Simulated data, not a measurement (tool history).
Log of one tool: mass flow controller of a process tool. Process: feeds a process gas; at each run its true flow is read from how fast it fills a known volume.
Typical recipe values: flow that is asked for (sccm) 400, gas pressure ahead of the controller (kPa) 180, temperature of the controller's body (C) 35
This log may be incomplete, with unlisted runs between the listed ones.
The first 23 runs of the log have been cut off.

| run | hour | flow that is asked for (sccm) | gas pressure ahead of the controller (kPa) | temperature of the controller's body (C) | hours of work since the controller was set to zero | hours of work since the controller was changed | true flow (%) |
|---|---|---|---|---|---|---|---|
| 24 | 1935.7 | 400 | 270 | 23 | 243 | 1459 | 99.50 |
| 25 | 1987.2 | 400 | 270 | 23 | 276 | 1492 | 99.64 |
| 26 | 2103.3 | 225 | 144 | 29 | 352 | 1568 | 97.81 |
| 27 | 2161.5 | 250 | 177 | 38 | 390 | 1606 | 97.92 |
| 28 | 2233.1 | 250 | 177 | 38 | 437 | 1653 | 98.12 |
| 29 | 2324.1 | 609 | 185 | 38 | 496 | 1712 | 99.50 |
| 30 | 2387.9 | 878 | 170 | 35 | 538 | 1754 | 100.44 |
| 31 | 2443.2 | 262 | 170 | 21 | 574 | 1790 | 98.29 |
| 32 | 2505.4 | 891 | 277 | 37 | 615 | 1831 | 100.90 |
| 33 | 2621.7 | 150 | 169 | 32 | 691 | 1907 | 97.11 |
| 34 | 2685.1 | 150 | 169 | 32 | 732 | 1948 | 97.12 |
| 35 | 2747.7 | 618 | 199 | 32 | 773 | 1989 | 99.81 |
| 36 | 2825.2 | 618 | 199 | 32 | 824 | 2040 | 99.93 |
| 37 | 2936.4 | 427 | 180 | 23 | 896 | 2112 | 99.33 |
| 38 | 2993.5 | 427 | 180 | 23 | 934 | 2150 | 99.26 |
| 39 | 3069.1 | 427 | 180 | 23 | 983 | 2199 | 99.25 |
| 40 | 3128.8 | 174 | 256 | 26 | 1022 | 2238 | 98.05 |
| 41 | 3235.2 | 244 | 256 | 35 | 1092 | 2307 | 98.45 |
| 42 | 3302.8 | 460 | 142 | 35 | 1136 | 2352 | 98.93 |
| 43 | 3352.7 | 460 | 142 | 35 | 1168 | 2384 | 98.91 |
| 44 | 3441.7 | 279 | 242 | 27 | 1226 | 2442 | 98.75 |
| 45 | 3492.3 | 543 | 242 | 34 | 1259 | 2475 | 99.87 |

3 options for the next run, each taken on its own from the tool as it stands now. Forecast them:
| A | 3586.5 | 105 | 180 | 35 | 1321 | 2537 | ? |
| B | 3586.5 | 400 | 248 | 30 | 1321 | 2537 | ? |
| C | 3586.5 | 543 | 182 | 22 | 1321 | 2537 | ? |

| run | true flow (%) |
|---|---|
| A | 95.37 |
| B | 99.56 |
| C | 99.82 |
Without the tool's unlogged condition, the same runs would have read:
| run | true flow (%) |
|---|---|
| A | 96.95 |
| B | 98.52 |
| C | 98.53 |

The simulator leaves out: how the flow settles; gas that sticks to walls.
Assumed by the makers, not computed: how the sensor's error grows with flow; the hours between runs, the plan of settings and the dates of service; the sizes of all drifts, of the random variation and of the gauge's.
